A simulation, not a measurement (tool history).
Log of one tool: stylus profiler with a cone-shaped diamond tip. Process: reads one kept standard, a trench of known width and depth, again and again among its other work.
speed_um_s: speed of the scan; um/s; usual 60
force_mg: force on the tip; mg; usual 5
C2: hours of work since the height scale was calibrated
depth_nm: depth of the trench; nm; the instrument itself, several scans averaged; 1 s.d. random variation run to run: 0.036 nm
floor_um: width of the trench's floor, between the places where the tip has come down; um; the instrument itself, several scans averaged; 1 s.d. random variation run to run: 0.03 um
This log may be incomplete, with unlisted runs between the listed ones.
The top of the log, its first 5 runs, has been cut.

Run 6, hour 157.1: usual settings but speed_um_s 20 um/s; scans with this tip 4281; C2 779. Result: depth_nm 202.5 nm, floor_um 96.44 um.
Run 7, hour 178.3: usual settings but speed_um_s 20 um/s; scans with this tip 4334; C2 789. Result: depth_nm 202.52 nm, floor_um 96.51 um.
Run 8, hour 218.6: usual settings but speed_um_s 20 um/s; scans with this tip 4433; C2 807. Result: depth_nm 202.46 nm, floor_um 96.44 um.
At hour 229.6: height scale calibrated on a step standard.
Run 9, hour 252.9: usual settings but speed_um_s 20 um/s; scans with this tip 4517; C2 10. Result: depth_nm 202.2 nm, floor_um 96.48 um.
Run 10, hour 284: usual settings but speed_um_s 20 um/s; scans with this tip 4594; C2 25. Result: depth_nm 202.11 nm, floor_um 96.42 um.
Run 11, hour 320.7: usual settings but speed_um_s 20 um/s; scans with this tip 4685; C2 41. Result: depth_nm 202.11 nm, floor_um 96.39 um.
Run 12, hour 347.6: usual settings but force_mg 6.48 mg; scans with this tip 4751; C2 53. Result: depth_nm 202.73 nm, floor_um 96.36 um.
Run 13, hour 371.7: usual settings but force_mg 6.48 mg; scans with this tip 4811; C2 64. Result: depth_nm 202.72 nm, floor_um 96.29 um.
Run 14, hour 410.7: usual settings but force_mg 6.48 mg; scans with this tip 4908; C2 82. Result: depth_nm 202.77 nm, floor_um 96.33 um.
At hour 441.2: height scale calibrated on a step standard, once more.
Run 15, hour 444.8: usual settings but force_mg 6.48 mg; scans with this tip 4991; C2 2. Result: depth_nm 203.77 nm, floor_um 96.28 um.
Run 16, hour 476: usual settings but force_mg 2.09 mg; scans with this tip 5068; C2 16. Result: depth_nm 201.71 nm, floor_um 96.25 um.
Run 17, hour 511.7: usual settings but force_mg 2.09 mg; scans with this tip 5156; C2 32. Result: depth_nm 201.75 nm, floor_um 96.21 um.
Run 18, hour 549.7: usual settings but speed_um_s 36 um/s, force_mg 2.73 mg; scans with this tip 5250; C2 49. Result: depth_nm 202.03 nm, floor_um 96.35 um.
Run 19, hour 575.2: usual settings but speed_um_s 180 um/s, force_mg 10.56 mg; scans with this tip 5313; C2 60. Result: depth_nm 205.13 nm, floor_um 96.13 um.
Run 20, hour 607.1: usual settings but speed_um_s 20 um/s, force_mg 10.56 mg; scans with this tip 5393; C2 75. Result: depth_nm 205.21 nm, floor_um 96.4 um.
Run 21, hour 625.8: usual settings but speed_um_s 20 um/s, force_mg 10.56 mg; scans with this tip 5439; C2 83. Result: depth_nm 205.24 nm, floor_um 96.3 um.
Run 22, hour 658.5: usual settings but speed_um_s 36 um/s, force_mg 14.56 mg; scans with this tip 5520; C2 98. Result: depth_nm 206.44 nm, floor_um 96.29 um.
Run 23, hour 687.1: usual settings but speed_um_s 119 um/s, force_mg 2.55 mg; scans with this tip 5591; C2 111. Result: depth_nm 201.95 nm, floor_um 96.04 um.
Run 24, hour 719.7: usual settings but speed_um_s 28 um/s, force_mg 14.56 mg; scans with this tip 5671; C2 125. Result: depth_nm 206.41 nm, floor_um 96.31 um.
Run 25, hour 742.9: usual settings but speed_um_s 28 um/s, force_mg 7.69 mg; scans with this tip 5729; C2 136. Result: depth_nm 204.11 nm, floor_um 96.3 um.
Run 26, hour 767.2: usual settings but speed_um_s 78 um/s, force_mg 7.69 mg; scans with this tip 5789; C2 147. Result: depth_nm 204.1 nm, floor_um 96.19 um.
Run 27, hour 807.2: usual settings but speed_um_s 58 um/s, force_mg 7.69 mg; scans with this tip 5888; C2 165. Result: depth_nm 204.08 nm, floor_um 96.26 um.

Run 28 comes next. What will it give?
Run 28, hour 843.1: usual settings but speed_um_s 206 um/s, force_mg 3.36 mg; scans with this tip 5977; C2 181. Result: depth_nm ?, floor_um ?.

depth_nm: 202.28 nm
floor_um: 95.75 um
On a tool with no hidden condition, and with the same random variation, this run would have come out at depth_nm 202.48 nm, floor_um 96.65 um.
